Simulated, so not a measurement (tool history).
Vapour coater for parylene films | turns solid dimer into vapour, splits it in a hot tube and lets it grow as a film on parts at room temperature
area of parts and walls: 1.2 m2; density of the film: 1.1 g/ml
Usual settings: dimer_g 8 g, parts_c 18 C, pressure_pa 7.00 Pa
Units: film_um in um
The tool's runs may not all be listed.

run	hour	dimer_g	parts_c	pressure_pa	film_um
1	0.0	8	18	7.00	3.09
2	17.7	8	18	7.00	3.12
3	41.3	8	18	7.00	3.07
4	55.1	8	18	7.00	3.07
5	78.3	8	18	7.00	2.98
6	101.0	8	18	4.95	3.05
7	112.7	8	18	4.95	3.02
# hour 123.8: trap's valve overhauled
8	141.7	8	18	4.95	3.36
9	157.5	8	18	4.95	3.40
10	183.5	8	18	4.95	3.34
11	202.4	8	18	4.95	3.33
12	215.6	8	24	7.00	2.39
13	228.8	8	24	7.00	2.42
14	253.0	8	18	7.00	3.15
15	267.6	8	18	7.00	3.18
16	280.5	8	18	7.00	3.11
17	297.7	8	18	7.00	3.06
18	314.2	8	18	7.00	3.08
19	335.2	8	18	10.71	2.95
20	354.7	8	18	10.71	2.96
21	366.3	11	18	7.00	4.02
22	380.9	11	18	7.00	4.06
# hour 392.1: trap's valve overhauled
23	398.0	11	18	7.00	4.54
24	422.1	8	18	7.00	3.32
25	442.7	7	20	10.29	2.54
26	461.0	4	28	2.66	1.03
27	485.5	11	21	4.75	3.86
28	500.9	6	11	10.18	3.23
29	516.7	6	17	10.50	2.48
30	539.2	7	19	3.27	2.66
31	553.8	8	29	10.76	1.85
32	566.4	8	29	10.76	1.76
33	584.2	10	22	4.71	3.22
34	600.8	10	22	4.71	3.15
35	616.8	10	22	4.71	3.16
36	629.1	14	21	2.08	4.79
37	649.4	14	21	2.08	4.81
# hour 661.8: trap's valve overhauled
38	664.7	8	14	3.94	4.16
39	680.3	8	14	3.94	4.05
40	704.4	8	14	3.94	4.09
41	720.7	5	24	9.93	1.49
42	732.1	5	24	9.93	1.48

Forecast run 43:
43	755.1	7	14	3.01	?

film_um: 3.53 um
Without the tool's hidden state the same run would have given film_um 3.84 um.

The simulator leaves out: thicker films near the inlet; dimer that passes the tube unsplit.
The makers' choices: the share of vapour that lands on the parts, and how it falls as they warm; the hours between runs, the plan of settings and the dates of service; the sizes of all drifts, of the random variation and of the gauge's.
